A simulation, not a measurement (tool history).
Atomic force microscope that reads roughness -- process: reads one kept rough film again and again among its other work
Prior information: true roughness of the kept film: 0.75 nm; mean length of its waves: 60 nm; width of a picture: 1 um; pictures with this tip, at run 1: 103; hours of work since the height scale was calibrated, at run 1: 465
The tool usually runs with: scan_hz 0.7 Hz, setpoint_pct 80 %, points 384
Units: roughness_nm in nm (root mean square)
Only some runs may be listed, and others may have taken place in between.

run	hour	scan_hz	setpoint_pct	points	pictures with this tip	hours of work since the height scale was calibrated	roughness_nm
1	0	0.7	80	384	103	465	0.724
2	17	0.7	80	384	122	473	0.724
3	31.6	0.7	80	384	139	479	0.721
# hour 53.5: new tip fitted
4	61.9	0.7	80	752	9	493	0.731
5	90.3	1.62	80	752	42	506	0.707
6	112.3	1.62	80	752	67	516	0.707
7	134.8	1.62	80	752	93	526	0.706
8	147.6	0.7	80	384	107	532	0.727
9	160.2	1.014	80	384	122	538	0.714
10	182.4	0.651	80	384	147	548	0.721
# hour 197.6: new tip fitted
11	207.2	0.651	80	384	11	559	0.73
12	221.7	0.714	80	407	28	566	0.729
13	252.4	1.715	88	790	63	580	0.685
14	273.4	1.715	88	790	87	589	0.686
15	304.4	0.547	80	384	122	603	0.73
16	321.8	1.93	58	320	142	611	0.727
17	335.5	1.93	58	320	158	617	0.724
# hour 340.7: new tip fitted
18	363.4	1.93	85	320	26	630	0.69
19	380.4	1.93	85	320	46	638	0.688
20	409	0.823	79	471	79	651	0.725
21	431.7	2.009	80	384	105	661	0.695
22	448.4	2.009	80	384	124	669	0.697

3 options for the next run, each taken on its own from the tool as it stands now. Forecast them:
A	474.3	2.472	69	809	153	680	?
B	474.3	0.7	80	448	153	680	?
C	474.3	2.009	80	770	153	680	?

run	roughness_nm
A	0.71
B	0.726
C	0.692
Stripped of hidden state, with their random variation kept, the same runs would have yielded:
run	roughness_nm
A	0.714
B	0.73
C	0.696

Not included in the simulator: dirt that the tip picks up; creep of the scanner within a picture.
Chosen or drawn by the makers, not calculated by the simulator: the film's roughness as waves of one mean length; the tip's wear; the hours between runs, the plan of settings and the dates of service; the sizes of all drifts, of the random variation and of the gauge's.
